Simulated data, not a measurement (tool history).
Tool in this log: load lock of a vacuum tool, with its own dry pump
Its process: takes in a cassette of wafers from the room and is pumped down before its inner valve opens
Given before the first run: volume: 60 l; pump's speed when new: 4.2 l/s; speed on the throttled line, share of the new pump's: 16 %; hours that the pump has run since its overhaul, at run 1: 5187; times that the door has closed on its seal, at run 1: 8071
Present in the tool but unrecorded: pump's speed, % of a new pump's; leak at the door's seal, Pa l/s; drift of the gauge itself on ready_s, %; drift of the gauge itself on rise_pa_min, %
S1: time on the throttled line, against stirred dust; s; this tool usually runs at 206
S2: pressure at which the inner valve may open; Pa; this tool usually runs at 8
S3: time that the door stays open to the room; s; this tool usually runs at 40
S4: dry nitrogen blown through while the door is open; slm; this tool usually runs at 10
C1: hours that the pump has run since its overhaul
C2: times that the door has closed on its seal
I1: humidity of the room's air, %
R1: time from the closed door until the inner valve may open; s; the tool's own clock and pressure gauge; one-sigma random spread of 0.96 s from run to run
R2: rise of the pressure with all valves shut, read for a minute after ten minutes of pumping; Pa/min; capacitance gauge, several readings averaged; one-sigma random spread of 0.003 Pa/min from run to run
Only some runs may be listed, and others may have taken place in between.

run	day	S1	S2	S3	S4	C1	C2	I1	R1	R2
1	0	206	8	40	10	5187	8071	45.5	319.6	0.048
2	15.304	206	8	40	10	5554	8804	43.7	319.5	0.049
3	31.721	206	8	40	24	5948	9591	45.9	320.9	0.045
4	39.167	206	8	40	24	6127	9948	48.2	319.7	0.043
5	50.238	206	8	40	7	6392	10479	43	320.1	0.05
6	63.617	206	8	40	7	6713	11120	45.2	320.9	0.059
7	72.017	249	8	40	10	6915	11522	45.8	355.8	0.054
8	88.629	206	8	40	10	7314	12318	51.1	323.2	0.057
9	101.833	206	8	40	10	7631	12951	43.1	324.9	0.061
10	110.275	206	6	40	10	7833	13356	44.4	329	0.059
11	123.167	206	8	40	10	8143	13973	43.2	325.9	0.07
12	133.238	206	8	40	10	8384	14456	42.6	324.8	0.068
13	147.771	206	8	40	10	8733	15153	43.6	325.9	0.067
14	157.671	206	8	40	10	8971	15627	46.3	326.9	0.069
15	174.179	206	14	40	10	9367	16418	44.3	317.3	0.075
16	183.683	206	14	40	10	9595	16874	47.8	317.8	0.078
17	192.712	206	6	40	10	9812	17306	45.1	335	0.079
18	209.838	206	6	40	10	10223	18127	41.6	334.4	0.083
19	222.838	206	11	40	10	10535	18750	47.6	323.8	0.085
20	238.075	206	11	40	10	10900	19480	45.4	323.6	0.091
# day 247.188: dry pump taken out, an overhauled one fitted
21	254.288	206	11	40	10	170	20245	46.6	304.2	0.091
22	268.012	206	11	40	10	500	20903	45.6	305.4	0.093
23	276.454	206	11	120	17	702	21307	44.9	304.9	0.118
24	287.396	206	11	120	17	965	21832	43.5	305.3	0.119
25	296.112	262	8	90	10	1174	22249	46.5	357.9	0.125
26	304.129	104	8	40	6	1367	22633	43.3	226.4	0.105
27	315.054	206	7	40	10	1629	23157	45.3	315.3	0.104
28	324.679	206	7	40	10	1860	23618	44.1	315.2	0.103
29	339.792	206	10	40	10	2222	24343	40.5	308.8	0.11
30	350.175	206	9	195	10	2472	24840	48.9	310.6	0.183
31	360.533	206	9	195	10	2720	25337	47.5	312.1	0.179
32	377.738	206	10	40	25	3133	26161	42.3	310.8	0.111
33	392.629	138	10	40	23	3491	26874	44	253	0.114
34	405.975	138	10	40	23	3811	27514	45	256.7	0.123
35	414.938	138	9	40	5	4026	27944	47.5	256.6	0.13
36	428.871	115	6	160	4	4360	28611	41.2	246.8	0.185
37	438.142	117	12	64	15	4583	29056	45	236.3	0.138

Below are 4 alternative next runs, each starting from the tool's condition after run 37. Predict each:
A	445.967	206	8	40	11	4771	29431	45.5	?	?
B	445.967	206	8	36	10	4771	29431	50.5	?	?
C	445.967	362	12	64	10	4771	29431	44.3	?	?
D	445.967	117	12	64	8	4771	29431	42.6	?	?

run	R1	R2
A	316.9	0.144
B	316.9	0.133
C	441.9	0.144
D	236.1	0.15
With no hidden state in the tool, these same runs would have given:
run	R1	R2
A	310.1	0.031
B	310.2	0.023
C	437.2	0.032
D	228.8	0.038
